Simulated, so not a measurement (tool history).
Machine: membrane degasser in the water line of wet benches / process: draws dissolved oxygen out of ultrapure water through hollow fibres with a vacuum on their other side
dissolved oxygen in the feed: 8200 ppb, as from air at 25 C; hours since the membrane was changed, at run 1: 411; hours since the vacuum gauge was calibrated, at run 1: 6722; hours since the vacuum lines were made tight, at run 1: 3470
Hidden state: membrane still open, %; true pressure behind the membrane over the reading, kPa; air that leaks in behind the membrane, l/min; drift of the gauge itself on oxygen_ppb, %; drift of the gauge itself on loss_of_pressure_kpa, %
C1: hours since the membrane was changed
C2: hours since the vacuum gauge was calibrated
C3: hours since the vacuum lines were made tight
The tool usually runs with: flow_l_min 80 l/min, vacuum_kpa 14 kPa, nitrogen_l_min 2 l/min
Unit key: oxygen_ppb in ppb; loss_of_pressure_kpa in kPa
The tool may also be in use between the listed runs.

{"run": 1, "day": 0.0, "flow_l_min": 80, "vacuum_kpa": 14, "nitrogen_l_min": 2, "C1": 411, "C2": 6722, "C3": 3470, "oxygen_ppb": 825.7, "loss_of_pressure_kpa": 46.65}
{"run": 2, "day": 3.833, "flow_l_min": 80, "vacuum_kpa": 14, "nitrogen_l_min": 2, "C1": 503, "C2": 6814, "C3": 3562, "oxygen_ppb": 823.3, "loss_of_pressure_kpa": 46.42}
{"run": 3, "day": 6.621, "flow_l_min": 80, "vacuum_kpa": 14, "nitrogen_l_min": 2, "C1": 569, "C2": 6881, "C3": 3629, "oxygen_ppb": 817.1, "loss_of_pressure_kpa": 46.14}
{"run": 4, "day": 9.138, "flow_l_min": 80, "vacuum_kpa": 14, "nitrogen_l_min": 2, "C1": 630, "C2": 6941, "C3": 3689, "oxygen_ppb": 823.1, "loss_of_pressure_kpa": 46.56}
{"run": 5, "day": 13.646, "flow_l_min": 106, "vacuum_kpa": 14, "nitrogen_l_min": 2, "C1": 738, "C2": 7049, "C3": 3798, "oxygen_ppb": 1039.9, "loss_of_pressure_kpa": 61.62}
{"run": 6, "day": 16.917, "flow_l_min": 80, "vacuum_kpa": 14, "nitrogen_l_min": 0.95, "C1": 817, "C2": 7128, "C3": 3876, "oxygen_ppb": 1349.3, "loss_of_pressure_kpa": 46.23}
{"run": 7, "day": 19.258, "flow_l_min": 80, "vacuum_kpa": 14, "nitrogen_l_min": 0.95, "C1": 873, "C2": 7184, "C3": 3932, "oxygen_ppb": 1361.6, "loss_of_pressure_kpa": 46.19}
{"run": 8, "day": 23.767, "flow_l_min": 80, "vacuum_kpa": 14, "nitrogen_l_min": 1.56, "C1": 981, "C2": 7292, "C3": 4040, "oxygen_ppb": 988.6, "loss_of_pressure_kpa": 46.4}
{"run": 9, "day": 27.508, "flow_l_min": 80, "vacuum_kpa": 14, "nitrogen_l_min": 1.56, "C1": 1071, "C2": 7382, "C3": 4130, "oxygen_ppb": 985.7, "loss_of_pressure_kpa": 46.23}
{"day": 30.246, "done": "vacuum gauge calibrated"}
{"run": 10, "day": 30.279, "flow_l_min": 80, "vacuum_kpa": 14, "nitrogen_l_min": 2, "C1": 1137, "C2": 1, "C3": 4196, "oxygen_ppb": 826.9, "loss_of_pressure_kpa": 46.13}
{"run": 11, "day": 32.975, "flow_l_min": 80, "vacuum_kpa": 14, "nitrogen_l_min": 0.88, "C1": 1201, "C2": 65, "C3": 4261, "oxygen_ppb": 1426.8, "loss_of_pressure_kpa": 46.39}
{"run": 12, "day": 38.0, "flow_l_min": 80, "vacuum_kpa": 14, "nitrogen_l_min": 0.88, "C1": 1322, "C2": 186, "C3": 4382, "oxygen_ppb": 1427.6, "loss_of_pressure_kpa": 46.61}
{"run": 13, "day": 42.121, "flow_l_min": 80, "vacuum_kpa": 14, "nitrogen_l_min": 0.88, "C1": 1421, "C2": 285, "C3": 4480, "oxygen_ppb": 1428.7, "loss_of_pressure_kpa": 46.16}
{"run": 14, "day": 44.496, "flow_l_min": 80, "vacuum_kpa": 14, "nitrogen_l_min": 2, "C1": 1478, "C2": 342, "C3": 4537, "oxygen_ppb": 829.5, "loss_of_pressure_kpa": 46.17}
{"run": 15, "day": 48.821, "flow_l_min": 80, "vacuum_kpa": 14, "nitrogen_l_min": 1.08, "C1": 1582, "C2": 446, "C3": 4641, "oxygen_ppb": 1266.3, "loss_of_pressure_kpa": 46.62}
{"run": 16, "day": 52.033, "flow_l_min": 78, "vacuum_kpa": 14, "nitrogen_l_min": 1.08, "C1": 1659, "C2": 523, "C3": 4718, "oxygen_ppb": 1234.3, "loss_of_pressure_kpa": 45.06}
{"run": 17, "day": 56.179, "flow_l_min": 78, "vacuum_kpa": 14, "nitrogen_l_min": 1.08, "C1": 1758, "C2": 622, "C3": 4818, "oxygen_ppb": 1239.7, "loss_of_pressure_kpa": 45.19}
{"run": 18, "day": 59.383, "flow_l_min": 78, "vacuum_kpa": 16, "nitrogen_l_min": 1.08, "C1": 1835, "C2": 699, "C3": 4895, "oxygen_ppb": 1434.9, "loss_of_pressure_kpa": 45.11}
{"run": 19, "day": 63.188, "flow_l_min": 78, "vacuum_kpa": 16, "nitrogen_l_min": 1.08, "C1": 1927, "C2": 791, "C3": 4986, "oxygen_ppb": 1440.8, "loss_of_pressure_kpa": 44.95}
{"run": 20, "day": 67.708, "flow_l_min": 78, "vacuum_kpa": 16, "nitrogen_l_min": 1.08, "C1": 2035, "C2": 899, "C3": 5095, "oxygen_ppb": 1445.3, "loss_of_pressure_kpa": 45.18}
{"run": 21, "day": 70.025, "flow_l_min": 51, "vacuum_kpa": 25.4, "nitrogen_l_min": 3.17, "C1": 2091, "C2": 955, "C3": 5150, "oxygen_ppb": 761, "loss_of_pressure_kpa": 29.39}
{"run": 22, "day": 74.558, "flow_l_min": 90, "vacuum_kpa": 14, "nitrogen_l_min": 3.47, "C1": 2199, "C2": 1063, "C3": 5259, "oxygen_ppb": 615.4, "loss_of_pressure_kpa": 52.02}
{"day": 78.321, "done": "seals of the vacuum lines changed"}
{"run": 23, "day": 78.679, "flow_l_min": 113, "vacuum_kpa": 26.1, "nitrogen_l_min": 3.47, "C1": 2296, "C2": 1160, "C3": 9, "oxygen_ppb": 1416.9, "loss_of_pressure_kpa": 65.07}
{"run": 24, "day": 81.208, "flow_l_min": 60, "vacuum_kpa": 15.3, "nitrogen_l_min": 0.83, "C1": 2357, "C2": 1221, "C3": 69, "oxygen_ppb": 1370, "loss_of_pressure_kpa": 35.04}
{"run": 25, "day": 84.083, "flow_l_min": 103, "vacuum_kpa": 10.7, "nitrogen_l_min": 2.62, "C1": 2426, "C2": 1290, "C3": 138, "oxygen_ppb": 632, "loss_of_pressure_kpa": 59.7}
{"run": 26, "day": 88.217, "flow_l_min": 78, "vacuum_kpa": 30.8, "nitrogen_l_min": 1.75, "C1": 2525, "C2": 1389, "C3": 237, "oxygen_ppb": 1999.5, "loss_of_pressure_kpa": 45.03}
{"run": 27, "day": 91.642, "flow_l_min": 80, "vacuum_kpa": 14, "nitrogen_l_min": 1.04, "C1": 2607, "C2": 1471, "C3": 320, "oxygen_ppb": 1302, "loss_of_pressure_kpa": 46.13}
{"run": 28, "day": 95.125, "flow_l_min": 63, "vacuum_kpa": 14, "nitrogen_l_min": 0.83, "C1": 2691, "C2": 1555, "C3": 403, "oxygen_ppb": 1269.2, "loss_of_pressure_kpa": 36.58}
{"run": 29, "day": 98.517, "flow_l_min": 63, "vacuum_kpa": 14, "nitrogen_l_min": 0.83, "C1": 2772, "C2": 1636, "C3": 485, "oxygen_ppb": 1273.2, "loss_of_pressure_kpa": 36.41}
{"run": 30, "day": 103.596, "flow_l_min": 48, "vacuum_kpa": 14, "nitrogen_l_min": 0.83, "C1": 2894, "C2": 1758, "C3": 607, "oxygen_ppb": 1067.8, "loss_of_pressure_kpa": 27.5}
{"day": 104.825, "done": "gauge calibrated"}
{"run": 31, "day": 108.117, "flow_l_min": 116, "vacuum_kpa": 24.7, "nitrogen_l_min": 2.38, "C1": 3003, "C2": 1867, "C3": 715, "oxygen_ppb": 1751.9, "loss_of_pressure_kpa": 67.14}
{"run": 32, "day": 110.962, "flow_l_min": 79, "vacuum_kpa": 15.2, "nitrogen_l_min": 0.92, "C1": 3071, "C2": 1935, "C3": 783, "oxygen_ppb": 1490.9, "loss_of_pressure_kpa": 45.5}

3 ways to go on from here, each from the tool as it stands after run 32. What would each give?
{"run": "A", "day": 114.117, "flow_l_min": 109, "vacuum_kpa": 10.5, "nitrogen_l_min": 4.46, "C1": 3147, "C2": 2011, "C3": 859, "oxygen_ppb": "?", "loss_of_pressure_kpa": "?"}
{"run": "B", "day": 114.117, "flow_l_min": 79, "vacuum_kpa": 15.5, "nitrogen_l_min": 1.3, "C1": 3147, "C2": 2011, "C3": 859, "oxygen_ppb": "?", "loss_of_pressure_kpa": "?"}
{"run": "C", "day": 114.117, "flow_l_min": 79, "vacuum_kpa": 15.2, "nitrogen_l_min": 2.98, "C1": 3147, "C2": 2011, "C3": 859, "oxygen_ppb": "?", "loss_of_pressure_kpa": "?"}

run=A oxygen_ppb=448 loss_of_pressure_kpa=62.83
run=B oxygen_ppb=1233.4 loss_of_pressure_kpa=46.16
run=C oxygen_ppb=665.5 loss_of_pressure_kpa=45.99
Without the tool's hidden state the same runs would have given:
run=A oxygen_ppb=446.7 loss_of_pressure_kpa=62.81
run=B oxygen_ppb=1230.3 loss_of_pressure_kpa=46.15
run=C oxygen_ppb=663.8 loss_of_pressure_kpa=45.97

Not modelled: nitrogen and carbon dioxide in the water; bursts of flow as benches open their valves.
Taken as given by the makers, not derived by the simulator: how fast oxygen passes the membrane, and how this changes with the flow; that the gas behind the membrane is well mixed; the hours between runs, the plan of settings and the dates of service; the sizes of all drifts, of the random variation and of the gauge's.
